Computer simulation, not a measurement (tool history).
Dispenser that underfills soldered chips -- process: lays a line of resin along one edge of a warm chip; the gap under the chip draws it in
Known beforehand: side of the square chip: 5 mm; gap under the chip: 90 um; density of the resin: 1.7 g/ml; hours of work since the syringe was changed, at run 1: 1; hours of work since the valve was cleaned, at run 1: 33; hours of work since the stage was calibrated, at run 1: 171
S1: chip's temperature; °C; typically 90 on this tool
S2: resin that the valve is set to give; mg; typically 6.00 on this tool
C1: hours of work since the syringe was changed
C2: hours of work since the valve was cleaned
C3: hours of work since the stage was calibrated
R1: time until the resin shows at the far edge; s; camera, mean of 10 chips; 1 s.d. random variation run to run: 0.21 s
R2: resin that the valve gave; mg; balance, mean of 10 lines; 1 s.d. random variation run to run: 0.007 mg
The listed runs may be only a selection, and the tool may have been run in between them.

run	hour	S1	S2	C1	C2	C3	R1	R2
1	0.0	90	6.00	1	33	171	10.8	5.915
2	6.3	90	6.00	5	38	175	12.8	5.906
# hour 7.0: new syringe of resin
3	11.7	90	6.00	3	41	179	11.6	5.892
# hour 15.3: dispensing valve cleaned and set on the balance
# hour 16.0: new syringe of resin
4	17.7	90	6.00	1	2	182	10.8	5.995
5	20.5	90	6.00	3	3	184	11.5	5.998
# hour 24.1: new syringe of resin
6	26.3	77	6.00	2	7	188	20.8	5.984
7	29.0	77	6.00	3	9	190	22.8	5.979
# hour 32.0: new syringe of resin
8	33.5	77	7.03	1	12	193	20.7	6.994
9	37.3	90	5.51	4	15	195	11.8	5.483
# hour 40.0: new syringe of resin
10	41.6	90	7.24	1	18	198	10.7	7.203
11	44.9	94	6.00	3	20	201	10.1	5.952
# hour 47.8: new syringe of resin
12	49.4	94	6.00	1	23	204	9.0	5.943
13	54.1	90	6.00	4	26	207	12.4	5.936
# hour 55.7: new syringe of resin
14	59.4	90	6.00	3	30	210	11.2	5.918
# hour 63.7: new syringe of resin
15	63.7	90	7.67	0	33	213	10.0	7.558
16	66.7	90	7.67	2	35	215	10.8	7.546
# hour 71.8: new syringe of resin
17	73.0	90	7.67	1	39	220	11.1	7.520
18	75.7	90	7.67	3	41	221	11.6	7.527
# hour 80.1: dispensing valve cleaned and set on the balance
# hour 80.8: new syringe of resin
19	80.9	87	6.00	0	0	224	11.9	5.983
20	85.4	85	6.00	3	4	227	15.0	5.965
# hour 88.6: new syringe of resin
21	88.6	85	6.00	0	6	229	13.4	5.965
22	92.6	80	7.54	3	8	232	19.4	7.486
# hour 96.7: new syringe of resin
23	99.0	105	5.27	2	13	237	5.7	5.237
24	102.7	83	5.64	4	15	239	17.7	5.578
# hour 104.8: new syringe of resin
25	106.5	83	5.64	1	18	242	15.9	5.571
# hour 112.6: new syringe of resin
26	112.6	83	5.64	0	22	246	15.1	5.556
27	115.9	104	5.25	2	24	248	6.0	5.171
28	119.2	103	7.38	5	27	250	7.1	7.258
# hour 120.8: new syringe of resin
29	123.8	100	5.28	2	30	253	7.2	5.200
# hour 128.8: new syringe of resin
30	129.6	96	7.00	1	33	257	7.9	6.859
31	132.1	92	5.81	2	35	259	10.7	5.697
32	136.1	98	6.58	5	38	262	8.6	6.434
# hour 136.8: new syringe of resin
33	141.1	90	6.48	3	41	265	11.8	6.324
# hour 145.0: dispensing valve cleaned and set on the balance
# hour 145.8: new syringe of resin
34	146.2	90	6.48	0	1	268	10.6	6.487

Table of differences, measured result less the result of that run with no hidden state. Run-to-run variation is the same in both. Gauge scatter possibly is not:
The hidden state here: resin's viscosity, % of fresh resin's; dose that the valve gives, % of what is set; true chip temperature over the reading, C; drift of the gauge itself on fill_s, %; drift of the gauge itself on given_mg, %.
run	R1	R2
1	+0.9	-0.083
2	+3.1	-0.096
3	+1.8	-0.106
4	+1.1	+0.005
5	+2.1	-0.002
6	+2.5	-0.012
7	+4.2	-0.018
8	+2.0	-0.032
9	+2.3	-0.032
10	+1.0	-0.052
11	+1.9	-0.050
12	+0.8	-0.059
13	+2.5	-0.069
14	+1.6	-0.080
15	+0.6	-0.113
16	+1.5	-0.123
17	+1.1	-0.139
18	+2.1	-0.147
19	+0.8	-0.018
20	+2.7	-0.028
21	+1.1	-0.034
22	+3.6	-0.053
23	+0.7	-0.049
24	+3.9	-0.060
25	+1.8	-0.066
26	+1.3	-0.077
27	+1.0	-0.077
28	+1.7	-0.118
29	+1.0	-0.092
30	+0.8	-0.136
31	+1.8	-0.118
32	+2.3	-0.143
33	+2.2	-0.153
34	+1.0	+0.002
